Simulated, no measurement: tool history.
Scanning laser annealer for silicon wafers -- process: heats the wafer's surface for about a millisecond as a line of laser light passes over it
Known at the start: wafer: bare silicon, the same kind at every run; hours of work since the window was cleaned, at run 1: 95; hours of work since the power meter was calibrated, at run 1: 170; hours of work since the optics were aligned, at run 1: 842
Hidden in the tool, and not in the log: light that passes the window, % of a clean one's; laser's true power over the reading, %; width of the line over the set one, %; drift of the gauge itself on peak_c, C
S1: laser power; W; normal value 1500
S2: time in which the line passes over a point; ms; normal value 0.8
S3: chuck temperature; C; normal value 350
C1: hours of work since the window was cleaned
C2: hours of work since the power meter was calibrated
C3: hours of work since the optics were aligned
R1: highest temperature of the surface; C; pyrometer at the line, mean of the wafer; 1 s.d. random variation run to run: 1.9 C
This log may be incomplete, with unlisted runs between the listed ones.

run,day,S1,S2,S3,C1,C2,C3,R1
1,0,1500,0.8,350,95,170,842,1168
2,0.871,1500,0.8,350,109,185,856,1159
3,1.404,1500,0.8,350,118,193,864,1163
4,2.321,1500,0.888,350,133,208,879,1210
5,2.825,1500,0.8,374,141,217,888,1185
6,3.717,1500,0.8,374,155,231,902,1182
# day 3.921: laser's power meter calibrated
7,4.558,1500,0.8,374,167,10,914,1182
8,5.475,1500,0.8,374,182,25,929,1184
9,5.946,1500,0.8,374,190,33,937,1183

The next listed run, before its measurement:
# day 6.625: laser's power meter calibrated, once more
10,6.921,1319,0.8,316,204,5,951,?

Run 10 produced R1 992 C.
If the tool had no hidden condition, the same run with the same run-to-run variation would have returned R1 1022 C.

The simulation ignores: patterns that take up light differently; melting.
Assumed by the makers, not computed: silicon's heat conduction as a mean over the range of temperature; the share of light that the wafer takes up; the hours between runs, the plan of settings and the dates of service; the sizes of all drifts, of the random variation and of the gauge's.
